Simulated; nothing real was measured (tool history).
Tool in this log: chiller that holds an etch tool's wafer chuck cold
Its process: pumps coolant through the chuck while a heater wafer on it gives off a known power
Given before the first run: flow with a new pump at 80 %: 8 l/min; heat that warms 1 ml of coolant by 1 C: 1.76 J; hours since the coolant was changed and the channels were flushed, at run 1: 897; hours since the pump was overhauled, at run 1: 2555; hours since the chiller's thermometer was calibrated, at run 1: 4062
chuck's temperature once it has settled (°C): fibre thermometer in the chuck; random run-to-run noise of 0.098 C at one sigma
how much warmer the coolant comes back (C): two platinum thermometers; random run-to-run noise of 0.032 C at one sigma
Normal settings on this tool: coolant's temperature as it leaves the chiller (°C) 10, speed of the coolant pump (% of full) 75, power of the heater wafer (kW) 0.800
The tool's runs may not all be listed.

run	hour	coolant's temperature as it leaves the chiller (°C)	speed of the coolant pump (% of full)	power of the heater wafer (kW)	hours since the coolant was changed and the channels were flushed	hours since the pump was overhauled	hours since the chiller's thermometer was calibrated	chuck's temperature once it has settled (°C)	how much warmer the coolant comes back (C)
1	0.0	10	75	0.800	897	2555	4062	20.73	3.89
2	70.0	10	85	0.800	967	2625	4133	19.69	3.37
3	151.7	10	85	0.800	1049	2706	4214	19.56	3.36
4	234.8	10	85	0.800	1132	2789	4297	19.76	3.43
5	308.8	10	85	0.800	1206	2863	4371	19.84	3.39
6	402.2	8	75	0.800	1299	2957	4465	18.93	3.91
7	494.1	8	75	0.800	1391	3049	4557	18.70	3.99
8	568.9	9	75	0.800	1466	3123	4631	19.73	3.92
9	651.0	17	75	0.800	1548	3206	4713	27.87	3.91
10	717.0	10	75	0.800	1614	3272	4779	20.93	3.90
11	773.2	10	75	0.474	1670	3328	4836	16.38	2.26
12	831.7	10	75	0.474	1729	3386	4894	16.03	2.28
13	917.2	10	75	0.474	1814	3472	4980	16.12	2.35
14	997.7	10	71	0.474	1895	3552	5060	16.46	2.49
15	1056.8	2	80	1.012	1954	3611	5119	15.16	4.64
# hour 1064.9: chiller's thermometer calibrated
16	1145.8	2	80	1.012	2042	3699	81	15.10	4.73
17	1202.5	15	80	1.012	2098	3756	138	28.10	4.69
18	1273.7	17	80	0.722	2170	3827	209	26.13	3.34
# hour 1309.4: chiller's thermometer calibrated, once more
19	1358.2	17	80	0.722	2253	3911	49	27.04	3.38
20	1405.7	3	87	0.722	2301	3958	96	12.50	3.05
21	1464.8	3	65	0.404	2360	4017	155	9.91	2.36
22	1540.0	18	89	0.800	2435	4093	231	28.35	3.38
23	1619.1	18	93	0.759	2514	4172	310	27.46	3.07
24	1700.2	14	75	0.504	2595	4253	391	21.51	2.51
25	1751.1	14	75	0.504	2646	4304	442	21.80	2.53
26	1794.8	20	75	0.504	2690	4347	485	27.35	2.51

Some steps in chuck's temperature once it has settled (°C) between neighbouring runs. How much of each would the tool show without its hidden state too (settings, what came in, random variation), and how much is left for the hidden state, with any gauge scatter that isn't in both results?
What the log doesn't record here: heat passed by the chuck's channels, % of clean ones'; flow at a given pump speed, % of a new pump's; coolant's true temperature over the reading, C; drift of the gauge itself on chuck_c, C; drift of the gauge itself on warmer_back_c, C.
Run 14 -> 15: coolant's temperature as it leaves the chiller (°C) 10 -> 2, speed of the coolant pump (% of full) 71 -> 80, power of the heater wafer (kW) 0.474 -> 1.012. chuck's temperature once it has settled (°C) -1.30: hidden state +0.63, all else -1.93.
Run 18 -> 19: chiller's thermometer calibrated, once more. chuck's temperature once it has settled (°C) +0.91: hidden state +1.05, all else -0.14.
Run 19 -> 20: coolant's temperature as it leaves the chiller (°C) 17 -> 3, speed of the coolant pump (% of full) 80 -> 87. chuck's temperature once it has settled (°C) -14.54: hidden state -0.05, all else -14.49.
Run 21 -> 22: coolant's temperature as it leaves the chiller (°C) 3 -> 18, speed of the coolant pump (% of full) 65 -> 89, power of the heater wafer (kW) 0.404 -> 0.800. chuck's temperature once it has settled (°C) +18.44: hidden state +0.41, all else +18.03.
